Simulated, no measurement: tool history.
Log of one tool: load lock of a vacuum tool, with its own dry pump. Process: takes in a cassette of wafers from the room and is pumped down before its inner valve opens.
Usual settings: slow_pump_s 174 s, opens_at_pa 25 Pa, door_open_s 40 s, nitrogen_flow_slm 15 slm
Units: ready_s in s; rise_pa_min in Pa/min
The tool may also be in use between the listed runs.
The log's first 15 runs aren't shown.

run     hour  slow_pump_s  opens_at_pa  door_open_s  nitrogen_flow_slm  incoming humidity of the room's air, %  ready_s  rise_pa_min
 16   4348.1          249           25           40                 15                                    46.6    346.9        0.097
 17   4750.8          249           25           40                 15                                    47.8    349.4        0.107
 18   5067.6          249           25           40                 15                                    45.2      344        0.109
 19   5523.5          314           25           40                  6                                    48.2    396.3        0.126
 20   5900.4          251           25           40                 33                                    44.4    346.8        0.131
 21   6231.6          251           23           40                 12                                      46    351.4         0.14
 22   6616.4          251           23           40                 12                                    44.2    350.6         0.15
 23   6831.1          251           23           91                 12                                    49.2    352.9        0.177
 24   7071.4          251           23           91                 12                                    45.4    349.5        0.183
 25   7517.5          218           50           40                 15                                    43.9    310.1        0.174
 26   7956.7          218           23           40                 13                                    42.2    326.4        0.188
 27   8384.9          186           22           53                 35                                    47.1    305.4        0.197
 28   8670.7          186           22           53                 35                                    44.8    306.9        0.204
 29   9123.2          174           25           40                 19                                    40.8    295.8        0.211
      9344.6  -- door's seal changed, seat wiped
 30   9380.8          249           25          192                  7                                    45.7    352.2        0.103
 31   9716.4          174           23           41                 15                                    47.6    298.1        0.031
 32   9972.7          202           23           31                 15                                    45.3    317.4        0.024
 33  10170.3           96           36           31                  6                                    46.3    233.4        0.032
 34  10573.4          229           25           34                 15                                      43    338.2        0.038
 35  10802.3          229           36           34                 25                                    48.4    331.2         0.03
 36  11050.6          223           43          228                  4                                    42.7    322.3        0.128

Forecast each of these 3 alternatives for the next run:
  A  11387.5          223           23          228                  4                                    44.9        ?            ?
  B  11387.5          245           43           72                  4                                    47.2        ?            ?
  C  11387.5          174           30           40                 15                                      46        ?            ?

run  ready_s  rise_pa_min
  A    338.7        0.136
  B    339.1        0.069
  C    295.2        0.045
Without the tool's hidden state the same runs would have given:
run  ready_s  rise_pa_min
  A      327        0.117
  B    329.7         0.05
  C    283.1        0.026
